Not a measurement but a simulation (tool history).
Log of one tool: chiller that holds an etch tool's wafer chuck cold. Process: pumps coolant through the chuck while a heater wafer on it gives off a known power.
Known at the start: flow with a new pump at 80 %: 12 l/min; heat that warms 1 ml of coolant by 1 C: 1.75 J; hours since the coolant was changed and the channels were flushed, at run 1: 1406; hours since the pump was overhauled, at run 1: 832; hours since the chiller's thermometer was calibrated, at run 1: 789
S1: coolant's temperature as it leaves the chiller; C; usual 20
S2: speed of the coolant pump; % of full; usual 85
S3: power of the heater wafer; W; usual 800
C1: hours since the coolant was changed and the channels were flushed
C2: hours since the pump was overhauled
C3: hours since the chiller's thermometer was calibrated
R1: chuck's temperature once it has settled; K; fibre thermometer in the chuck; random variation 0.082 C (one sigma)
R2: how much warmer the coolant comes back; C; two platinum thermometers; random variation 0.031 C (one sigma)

run	hour	S1	S2	S3	C1	C2	C3	R1	R2
1	0.0	20	85	800	1406	832	789	299.64	2.16
2	31.7	20	85	800	1437	864	820	299.29	2.11
3	70.9	20	85	936	1477	903	860	300.53	2.46
4	94.9	20	85	800	1501	927	883	299.30	2.08
5	135.0	20	85	800	1541	967	924	299.40	2.06
6	175.7	20	85	800	1581	1008	964	299.56	1.97
7	205.9	20	85	800	1612	1038	995	299.50	1.97
8	248.3	20	85	800	1654	1081	1037	299.35	1.89
9	273.3	20	85	1196	1679	1106	1062	302.47	3.03
10	313.9	20	71	1196	1720	1146	1102	303.98	3.67
11	341.8	20	71	1196	1748	1174	1130	304.02	3.53
12	365.0	20	85	426	1771	1197	1154	296.59	0.79
13	397.2	20	89	642	1803	1229	1186	297.98	1.30
14	435.8	20	85	514	1842	1268	1224	297.10	0.98
15	477.2	20	85	514	1883	1310	1266	297.01	0.96
16	519.6	20	64	514	1925	1352	1308	298.18	1.33
17	544.3	20	64	514	1950	1377	1333	298.21	1.39
# hour 546.8: gauge calibrated
18	584.0	20	64	514	1990	1416	1373	298.04	1.84
19	616.6	21	71	800	2022	1449	1405	301.39	2.58
20	640.7	24	70	1003	2046	1473	1429	306.30	3.29
21	661.9	24	70	1003	2068	1494	1451	306.25	3.22
22	687.2	18	84	515	2093	1520	1476	295.10	1.26
23	727.9	19	85	623	2134	1560	1516	296.98	1.46
24	766.8	20	79	569	2173	1599	1555	297.92	1.49

The same runs without the tool's hidden state, with the same run-to-run variation:
The hidden state here: heat passed by the chuck's channels, % of clean ones'; flow at a given pump speed, % of a new pump's; coolant's true temperature over the reading, C; drift of the gauge itself on chuck_c, C; drift of the gauge itself on warmer_back_c, C.
run	R2
1	2.16
2	2.14
3	2.53
4	2.16
5	2.18
6	2.12
7	2.15
8	2.11
9	3.27
10	3.94
11	3.83
12	1.11
13	1.66
14	1.36
15	1.38
16	1.79
17	1.87
18	1.87
19	2.64
20	3.37
21	3.32
22	1.39
23	1.62
24	1.69
R1: within 0.01 K of the measured result in every run.

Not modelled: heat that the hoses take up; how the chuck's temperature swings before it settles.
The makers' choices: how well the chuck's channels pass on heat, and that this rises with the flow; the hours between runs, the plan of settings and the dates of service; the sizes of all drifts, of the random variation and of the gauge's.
